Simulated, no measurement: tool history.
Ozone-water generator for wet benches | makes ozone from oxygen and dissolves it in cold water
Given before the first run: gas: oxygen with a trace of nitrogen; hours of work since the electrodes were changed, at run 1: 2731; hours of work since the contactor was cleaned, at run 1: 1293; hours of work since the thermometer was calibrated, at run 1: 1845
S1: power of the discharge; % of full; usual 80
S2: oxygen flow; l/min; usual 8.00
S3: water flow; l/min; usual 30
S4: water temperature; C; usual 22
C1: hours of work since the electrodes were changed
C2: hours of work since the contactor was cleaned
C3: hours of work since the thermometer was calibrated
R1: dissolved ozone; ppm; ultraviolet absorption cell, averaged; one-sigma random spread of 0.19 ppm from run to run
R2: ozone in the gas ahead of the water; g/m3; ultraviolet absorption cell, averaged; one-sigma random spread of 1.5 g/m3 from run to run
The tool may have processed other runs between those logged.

Run 1, hour 0.0: usual settings; C1 2731; C2 1293; C3 1845. Result: R1 23.9 ppm, R2 253.1 g/m3.
Run 2, hour 117.2: usual settings but S2 11.52 l/min; C1 2830; C2 1392; C3 1944. Result: R1 23.9 ppm, R2 213.8 g/m3.
Run 3, hour 231.7: usual settings but S2 11.52 l/min; C1 2926; C2 1488; C3 2040. Result: R1 23.8 ppm, R2 212.6 g/m3.
Run 4, hour 382.9: usual settings but S2 11.52 l/min; C1 3053; C2 1615; C3 2167. Result: R1 23.8 ppm, R2 211.8 g/m3.
Run 5, hour 464.8: usual settings but S1 99 % of full; C1 3122; C2 1684; C3 2236. Result: R1 26.0 ppm, R2 277.3 g/m3.
Run 6, hour 579.4: usual settings but S4 14 C; C1 3218; C2 1780; C3 2332. Result: R1 26.3 ppm, R2 250.1 g/m3.
Run 7, hour 662.3: usual settings but S3 21 l/min, S4 29 C; C1 3288; C2 1850; C3 2401. Result: R1 26.8 ppm, R2 245.9 g/m3.

The next listed run, before its measurement:
Run 8, hour 810.1: usual settings but S3 46 l/min, S4 15 C; C1 3412; C2 1974; C3 2525. Result: R1 ?, R2 ?.

Run 8 produced R1 16.4 ppm, R2 247.0 g/m3.
If the tool had no hidden condition, the same run with the same run-to-run variation would have returned R1 19.1 ppm, R2 281.2 g/m3.
